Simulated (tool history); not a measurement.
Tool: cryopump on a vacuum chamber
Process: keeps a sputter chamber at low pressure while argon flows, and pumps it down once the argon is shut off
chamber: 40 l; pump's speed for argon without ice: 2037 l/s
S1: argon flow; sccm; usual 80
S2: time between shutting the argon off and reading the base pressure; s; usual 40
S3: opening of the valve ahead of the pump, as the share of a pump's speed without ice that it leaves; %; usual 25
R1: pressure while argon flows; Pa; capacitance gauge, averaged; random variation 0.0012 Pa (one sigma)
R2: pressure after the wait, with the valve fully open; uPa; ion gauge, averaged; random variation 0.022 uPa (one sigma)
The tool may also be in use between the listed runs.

| run | hour | S1 | S2 | S3 | R1 | R2 |
|---|---|---|---|---|---|---|
| 1 | 0 | 80 | 40 | 25 | 0.2735 | 1.39 |
| 2 | 41.7 | 80 | 40 | 25 | 0.2732 | 1.49 |
| 3 | 72.2 | 80 | 290 | 25 | 0.2745 | 1.09 |
| 4 | 94.6 | 96 | 40 | 25 | 0.3295 | 1.5 |
| 5 | 147.7 | 80 | 40 | 25 | 0.2757 | 1.53 |
| 6 | 196.7 | 80 | 40 | 52 | 0.1378 | 1.51 |
| 7 | 228.4 | 80 | 40 | 52 | 0.1368 | 1.62 |
| 8 | 278.5 | 80 | 148 | 52 | 0.1393 | 1.26 |
| 9 | 327.3 | 80 | 40 | 25 | 0.2781 | 1.61 |
| 10 | 369.7 | 80 | 40 | 25 | 0.2763 | 1.66 |
| 11 | 400.6 | 80 | 40 | 25 | 0.2794 | 1.62 |
| 12 | 436.5 | 80 | 40 | 25 | 0.2785 | 1.64 |
| 13 | 485 | 80 | 40 | 25 | 0.2773 | 1.72 |
| 14 | 529.3 | 80 | 40 | 25 | 0.2797 | 1.76 |
| 15 | 560.1 | 80 | 34 | 25 | 0.2803 | 1.77 |
|  | 579.4 | pump warmed up, emptied and cooled again |
| 16 | 614.1 | 80 | 276 | 25 | 0.2666 | 1.19 |
| 17 | 668.2 | 80 | 40 | 23 | 0.2905 | 1.6 |
| 18 | 713.6 | 80 | 40 | 23 | 0.2901 | 1.56 |
| 19 | 743.6 | 80 | 40 | 23 | 0.2897 | 1.62 |
| 20 | 782 | 80 | 40 | 23 | 0.2924 | 1.57 |
| 21 | 818.8 | 80 | 40 | 57 | 0.1204 | 1.6 |
| 22 | 843.6 | 102 | 35 | 16 | 0.5322 | 1.73 |
|  | 848.3 | leaking fittings of the chamber tightened, without venting |
| 23 | 881.4 | 114 | 50 | 59 | 0.1645 | 0.54 |
| 24 | 917.7 | 80 | 221 | 30 | 0.2234 | 0.25 |
| 25 | 955 | 61 | 116 | 30 | 0.1724 | 0.35 |
| 26 | 988.5 | 61 | 116 | 30 | 0.1715 | 0.39 |
| 27 | 1039.2 | 61 | 116 | 29 | 0.1778 | 0.36 |
| 28 | 1087.7 | 50 | 27 | 29 | 0.1462 | 0.91 |
| 29 | 1123.7 | 40 | 27 | 29 | 0.1179 | 0.98 |
| 30 | 1162.3 | 40 | 27 | 29 | 0.1174 | 0.93 |
| 31 | 1188.2 | 40 | 27 | 29 | 0.117 | 0.94 |
| 32 | 1236.4 | 37 | 28 | 29 | 0.1088 | 0.91 |
| 33 | 1289.1 | 80 | 40 | 37 | 0.188 | 0.74 |

3 ways to go on from here, each from the tool as it stands after run 33. What would each give?
| A | 1326.1 | 67 | 20 | 26 | ? | ? |
| B | 1326.1 | 56 | 34 | 25 | ? | ? |
| C | 1326.1 | 80 | 150 | 25 | ? | ? |

| run | R1 | R2 |
|---|---|---|
| A | 0.2228 | 1.26 |
| B | 0.1898 | 0.88 |
| C | 0.2733 | 0.45 |
Without the tool's hidden state the same runs would have given:
| run | R1 | R2 |
|---|---|---|
| A | 0.216 | 1.06 |
| B | 0.1843 | 0.69 |
| C | 0.2653 | 0.27 |
